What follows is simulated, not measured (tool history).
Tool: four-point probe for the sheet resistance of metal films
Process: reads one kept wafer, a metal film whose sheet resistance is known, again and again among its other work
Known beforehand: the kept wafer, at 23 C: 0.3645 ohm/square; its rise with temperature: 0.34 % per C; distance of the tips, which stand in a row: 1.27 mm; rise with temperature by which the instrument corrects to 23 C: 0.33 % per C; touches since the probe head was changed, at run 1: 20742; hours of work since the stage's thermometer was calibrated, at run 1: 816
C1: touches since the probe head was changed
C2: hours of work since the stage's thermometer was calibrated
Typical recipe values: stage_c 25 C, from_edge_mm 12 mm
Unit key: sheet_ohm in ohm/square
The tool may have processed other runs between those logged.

Run 1, hour 0.0: usual settings; C1 20742; C2 816. Result: sheet_ohm 0.365612 ohm/square.
Run 2, hour 15.6: usual settings but from_edge_mm 23 mm; C1 21620; C2 828. Result: sheet_ohm 0.364175 ohm/square.
Run 3, hour 30.8: usual settings but from_edge_mm 23 mm; C1 22473; C2 840. Result: sheet_ohm 0.364045 ohm/square.
Run 4, hour 46.9: usual settings but stage_c 24 C; C1 23378; C2 853. Result: sheet_ohm 0.365594 ohm/square.
Run 5, hour 59.8: usual settings but stage_c 24 C; C1 24105; C2 863. Result: sheet_ohm 0.365584 ohm/square.
Run 6, hour 77.4: usual settings; C1 25096; C2 877. Result: sheet_ohm 0.365672 ohm/square.
Run 7, hour 98.1: usual settings; C1 26256; C2 894. Result: sheet_ohm 0.365574 ohm/square.
Run 8, hour 114.8: usual settings but stage_c 31 C; C1 27194; C2 907. Result: sheet_ohm 0.365674 ohm/square.
Run 9, hour 123.5: usual settings but stage_c 23 C; C1 27683; C2 914. Result: sheet_ohm 0.365503 ohm/square.
Run 10, hour 135.1: usual settings; C1 28337; C2 923. Result: sheet_ohm 0.365460 ohm/square.
Run 11, hour 146.7: usual settings but stage_c 26 C; C1 28986; C2 932. Result: sheet_ohm 0.365493 ohm/square.
Run 12, hour 155.4: usual settings but stage_c 26 C; C1 29480; C2 939. Result: sheet_ohm 0.365437 ohm/square.
Run 13, hour 171.6: usual settings but stage_c 26 C; C1 30386; C2 952. Result: sheet_ohm 0.365538 ohm/square.
Run 14, hour 192.2: usual settings but stage_c 26 C; C1 31547; C2 968. Result: sheet_ohm 0.365492 ohm/square.
Run 15, hour 200.9: usual settings but stage_c 26 C; C1 32037; C2 975. Result: sheet_ohm 0.365424 ohm/square.
Run 16, hour 212.6: usual settings but stage_c 21 C; C1 32692; C2 985. Result: sheet_ohm 0.365483 ohm/square.
Run 17, hour 225.6: usual settings but stage_c 21 C; C1 33422; C2 995. Result: sheet_ohm 0.365473 ohm/square.
Run 18, hour 239.3: usual settings; C1 34196; C2 1006. Result: sheet_ohm 0.365367 ohm/square.
Run 19, hour 249.9: usual settings; C1 34787; C2 1014. Result: sheet_ohm 0.365339 ohm/square.
Run 20, hour 261.9: usual settings; C1 35464; C2 1024. Result: sheet_ohm 0.365379 ohm/square.
Run 21, hour 282.4: usual settings but stage_c 28 C; C1 36616; C2 1040. Result: sheet_ohm 0.365355 ohm/square.
Run 22, hour 299.5: usual settings but stage_c 28 C; C1 37576; C2 1054. Result: sheet_ohm 0.365268 ohm/square.
Run 23, hour 317.2: usual settings but stage_c 28 C; C1 38572; C2 1068. Result: sheet_ohm 0.365343 ohm/square.
Run 24, hour 329.2: usual settings but stage_c 22 C; C1 39249; C2 1077. Result: sheet_ohm 0.365297 ohm/square.
Run 25, hour 346.3: usual settings but from_edge_mm 10 mm; C1 40208; C2 1091. Result: sheet_ohm 0.366163 ohm/square.
Run 26, hour 355.6: usual settings but stage_c 32 C, from_edge_mm 22 mm; C1 40734; C2 1098. Result: sheet_ohm 0.363878 ohm/square.
Run 27, hour 376.1: usual settings but stage_c 32 C, from_edge_mm 22 mm; C1 41882; C2 1114. Result: sheet_ohm 0.363688 ohm/square.
Run 28, hour 393.8: usual settings but stage_c 20 C, from_edge_mm 14 mm; C1 42880; C2 1128. Result: sheet_ohm 0.364527 ohm/square.
At hour 395.8: stage's thermometer calibrated.
Run 29, hour 403.2: usual settings but stage_c 20 C, from_edge_mm 14 mm; C1 43377; C2 6. Result: sheet_ohm 0.364328 ohm/square.
Run 30, hour 414.2: usual settings but stage_c 27 C, from_edge_mm 5 mm; C1 43995; C2 15. Result: sheet_ohm 0.375077 ohm/square.
Run 31, hour 430.1: usual settings but stage_c 34 C, from_edge_mm 34 mm; C1 44894; C2 27. Result: sheet_ohm 0.363142 ohm/square.
Run 32, hour 439.2: usual settings but stage_c 27 C, from_edge_mm 53 mm; C1 45403; C2 34. Result: sheet_ohm 0.362936 ohm/square.
Run 33, hour 454.6: usual settings but stage_c 32 C; C1 46271; C2 47. Result: sheet_ohm 0.365130 ohm/square.
Run 34, hour 470.5: usual settings but stage_c 23 C, from_edge_mm 57 mm; C1 47160; C2 59. Result: sheet_ohm 0.362785 ohm/square.
Run 35, hour 481.3: usual settings but stage_c 18 C; C1 47770; C2 68. Result: sheet_ohm 0.364779 ohm/square.
Run 36, hour 497.1: usual settings but stage_c 18 C; C1 48655; C2 80. Result: sheet_ohm 0.364827 ohm/square.
Run 37, hour 514.8: usual settings but stage_c 27 C, from_edge_mm 19 mm; C1 49652; C2 94. Result: sheet_ohm 0.363447 ohm/square.
At hour 517.2: stage's thermometer calibrated, once more.
Run 38, hour 526.5: usual settings but stage_c 27 C, from_edge_mm 19 mm; C1 50280; C2 7. Result: sheet_ohm 0.364187 ohm/square.
Run 39, hour 538.6: usual settings but stage_c 29 C, from_edge_mm 30 mm; C1 50960; C2 17. Result: sheet_ohm 0.363601 ohm/square.
Run 40, hour 547.9: usual settings; C1 51485; C2 24. Result: sheet_ohm 0.365429 ohm/square.
Run 41, hour 562.8: usual settings but stage_c 30 C, from_edge_mm 61 mm; C1 52323; C2 36. Result: sheet_ohm 0.363343 ohm/square.
Run 42, hour 582.7: usual settings but stage_c 19 C; C1 53440; C2 52. Result: sheet_ohm 0.365301 ohm/square.
Run 43, hour 594.8: usual settings but stage_c 27 C, from_edge_mm 14 mm; C1 54121; C2 62. Result: sheet_ohm 0.364722 ohm/square.
Run 44, hour 612.8: usual settings but stage_c 26 C, from_edge_mm 7 mm; C1 55131; C2 76. Result: sheet_ohm 0.369386 ohm/square.
Run 45, hour 622.6: usual settings but stage_c 29 C; C1 55682; C2 84. Result: sheet_ohm 0.365251 ohm/square.
Run 46, hour 635.3: usual settings but stage_c 26 C; C1 56395; C2 94. Result: sheet_ohm 0.365303 ohm/square.

Measured minus without-hidden-state, run by run (identical run-to-run variation in each term; gauge scatter may differ):
The tool's hidden condition here consists of: inner tips' distance over the nominal, %; tips' flats over new ones', %; wafer's true temperature over the reading, C; drift of the gauge itself on sheet_ohm, %.
run  sheet_ohm
  1  -0.000987
  2  -0.001002
  3  -0.001021
  4  -0.001046
  5  -0.001063
  6  -0.001086
  7  -0.001113
  8  -0.001132
  9  -0.001148
 10  -0.001162
 11  -0.001178
 12  -0.001188
 13  -0.001210
 14  -0.001239
 15  -0.001252
 16  -0.001271
 17  -0.001288
 18  -0.001302
 19  -0.001317
 20  -0.001334
 21  -0.001359
 22  -0.001380
 23  -0.001405
 24  -0.001426
 25  -0.001448
 26  -0.001448
 27  -0.001474
 28  -0.001509
 29  -0.001696
 30  -0.001747
 31  -0.001707
 32  -0.001727
 33  -0.001749
 34  -0.001772
 35  -0.001804
 36  -0.001827
 37  -0.001829
 38  -0.001321
 39  -0.001335
 40  -0.001352
 41  -0.001366
 42  -0.001395
 43  -0.001413
 44  -0.001453
 45  -0.001452
 46  -0.001468

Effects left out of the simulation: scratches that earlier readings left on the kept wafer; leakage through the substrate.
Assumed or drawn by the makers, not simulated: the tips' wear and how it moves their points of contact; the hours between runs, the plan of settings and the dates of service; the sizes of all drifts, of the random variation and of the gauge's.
